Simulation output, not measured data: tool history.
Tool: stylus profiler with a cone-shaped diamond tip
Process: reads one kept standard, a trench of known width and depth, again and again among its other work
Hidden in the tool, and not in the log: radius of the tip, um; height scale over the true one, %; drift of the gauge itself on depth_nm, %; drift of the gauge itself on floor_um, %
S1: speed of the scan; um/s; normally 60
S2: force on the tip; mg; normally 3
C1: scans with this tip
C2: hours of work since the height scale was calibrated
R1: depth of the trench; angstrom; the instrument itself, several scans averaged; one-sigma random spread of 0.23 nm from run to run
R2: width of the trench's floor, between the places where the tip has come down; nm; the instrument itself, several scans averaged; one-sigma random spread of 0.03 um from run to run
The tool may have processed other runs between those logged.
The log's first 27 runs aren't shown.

run	hour	S1	S2	C1	C2	R1	R2
# hour 2412.5: new tip fitted, height scale calibrated
28	2489.9	37	8.61	684	56	10262.2	26170
29	2543	207	2.07	1154	95	10104.7	25610
30	2617.2	110	7.63	1811	149	10246.4	25790
31	2698.4	97	1.37	2529	208	10084	25400
32	2754.4	60	2.89	3025	249	10132.9	25420
33	2834.9	47	2.89	3738	308	10138.1	25270
34	2914	198	4.39	4438	365	10184	24860
35	3011.1	91	3	5297	436	10145.3	24770

Predict each of these 4 candidate next runs independently; none follows another, all start after run 35:
A	3116.1	86	6.87	6226	513	?	?
B	3116.1	60	1.41	6226	513	?	?
C	3116.1	29	2.41	6226	513	?	?
D	3116.1	96	5.61	6226	513	?	?

run	R1	R2
A	10248.6	24630
B	10098.6	24570
C	10131.7	24660
D	10219.6	24580
With the hidden condition removed and each run's random variation left untouched, the same runs would have given:
run	R1	R2
A	10227.2	26430
B	10077.5	26360
C	10110.6	26460
D	10198.3	26380
